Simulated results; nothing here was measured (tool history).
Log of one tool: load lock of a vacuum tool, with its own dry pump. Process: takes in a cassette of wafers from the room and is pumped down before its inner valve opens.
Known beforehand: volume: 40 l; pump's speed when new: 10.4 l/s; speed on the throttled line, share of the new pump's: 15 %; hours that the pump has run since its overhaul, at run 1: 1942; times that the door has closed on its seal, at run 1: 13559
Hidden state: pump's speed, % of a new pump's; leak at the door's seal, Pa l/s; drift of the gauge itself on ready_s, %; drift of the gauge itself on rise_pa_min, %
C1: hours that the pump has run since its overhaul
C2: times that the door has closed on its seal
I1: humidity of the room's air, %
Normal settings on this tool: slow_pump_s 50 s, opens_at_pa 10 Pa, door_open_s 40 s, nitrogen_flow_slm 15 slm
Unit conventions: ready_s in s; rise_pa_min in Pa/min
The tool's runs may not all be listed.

run 1 hour=0 | slow_pump_s=50 opens_at_pa=10 door_open_s=40 nitrogen_flow_slm=15 | C1=1942 C2=13559 | I1=43.9 | ready_s=79.6 rise_pa_min=0.084
run 2 hour=93.4 | slow_pump_s=50 opens_at_pa=10 door_open_s=40 nitrogen_flow_slm=15 | C1=2035 C2=13817 | I1=44.7 | ready_s=79.4 rise_pa_min=0.09
run 3 hour=169.4 | slow_pump_s=50 opens_at_pa=10 door_open_s=40 nitrogen_flow_slm=15 | C1=2111 C2=14026 | I1=45.2 | ready_s=78.8 rise_pa_min=0.086
run 4 hour=237.2 | slow_pump_s=50 opens_at_pa=10 door_open_s=40 nitrogen_flow_slm=15 | C1=2179 C2=14214 | I1=45.4 | ready_s=79.1 rise_pa_min=0.09
run 5 hour=353.3 | slow_pump_s=50 opens_at_pa=10 door_open_s=40 nitrogen_flow_slm=4 | C1=2295 C2=14534 | I1=44.9 | ready_s=79 rise_pa_min=0.101
run 6 hour=490.4 | slow_pump_s=50 opens_at_pa=10 door_open_s=40 nitrogen_flow_slm=4 | C1=2432 C2=14913 | I1=46.6 | ready_s=79 rise_pa_min=0.104
run 7 hour=561.4 | slow_pump_s=50 opens_at_pa=10 door_open_s=40 nitrogen_flow_slm=15 | C1=2503 C2=15109 | I1=45.9 | ready_s=79.1 rise_pa_min=0.091
run 8 hour=672.8 | slow_pump_s=50 opens_at_pa=10 door_open_s=40 nitrogen_flow_slm=15 | C1=2615 C2=15416 | I1=43.6 | ready_s=79.7 rise_pa_min=0.099
run 9 hour=758.9 | slow_pump_s=50 opens_at_pa=10 door_open_s=40 nitrogen_flow_slm=15 | C1=2701 C2=15654 | I1=43.7 | ready_s=79.8 rise_pa_min=0.094
run 10 hour=826.1 | slow_pump_s=50 opens_at_pa=10 door_open_s=40 nitrogen_flow_slm=15 | C1=2768 C2=15840 | I1=44 | ready_s=79.3 rise_pa_min=0.095
run 11 hour=918.5 | slow_pump_s=50 opens_at_pa=12 door_open_s=40 nitrogen_flow_slm=15 | C1=2860 C2=16095 | I1=45.1 | ready_s=78.7 rise_pa_min=0.099
run 12 hour=1061.2 | slow_pump_s=50 opens_at_pa=12 door_open_s=40 nitrogen_flow_slm=15 | C1=3003 C2=16489 | I1=44.1 | ready_s=78.9 rise_pa_min=0.103
run 13 hour=1178.3 | slow_pump_s=50 opens_at_pa=16 door_open_s=40 nitrogen_flow_slm=15 | C1=3120 C2=16812 | I1=45.2 | ready_s=77.4 rise_pa_min=0.105
run 14 hour=1262.3 | slow_pump_s=50 opens_at_pa=16 door_open_s=40 nitrogen_flow_slm=15 | C1=3204 C2=17044 | I1=43 | ready_s=77.6 rise_pa_min=0.098
run 15 hour=1368.4 | slow_pump_s=50 opens_at_pa=19 door_open_s=40 nitrogen_flow_slm=15 | C1=3310 C2=17337 | I1=49.2 | ready_s=77.4 rise_pa_min=0.112
run 16 hour=1484.4 | slow_pump_s=50 opens_at_pa=19 door_open_s=40 nitrogen_flow_slm=15 | C1=3426 C2=17657 | I1=44.1 | ready_s=76.6 rise_pa_min=0.104
run 17 hour=1623.3 | slow_pump_s=50 opens_at_pa=19 door_open_s=40 nitrogen_flow_slm=15 | C1=3565 C2=18041 | I1=43.2 | ready_s=76.9 rise_pa_min=0.109
run 18 hour=1754.1 | slow_pump_s=50 opens_at_pa=19 door_open_s=40 nitrogen_flow_slm=15 | C1=3696 C2=18402 | I1=46.9 | ready_s=77.2 rise_pa_min=0.116

For run 19, what comes out?
run 19 hour=1849 | slow_pump_s=50 opens_at_pa=10 door_open_s=106 nitrogen_flow_slm=44 | C1=3791 C2=18664 | I1=45.5 | ready_s=? rise_pa_min=?

Run 19 produced ready_s 79.2 s, rise_pa_min 0.115 Pa/min.
On a tool with no hidden condition, and with the same random variation, this run would have come out at ready_s 78 s, rise_pa_min 0.03 Pa/min.
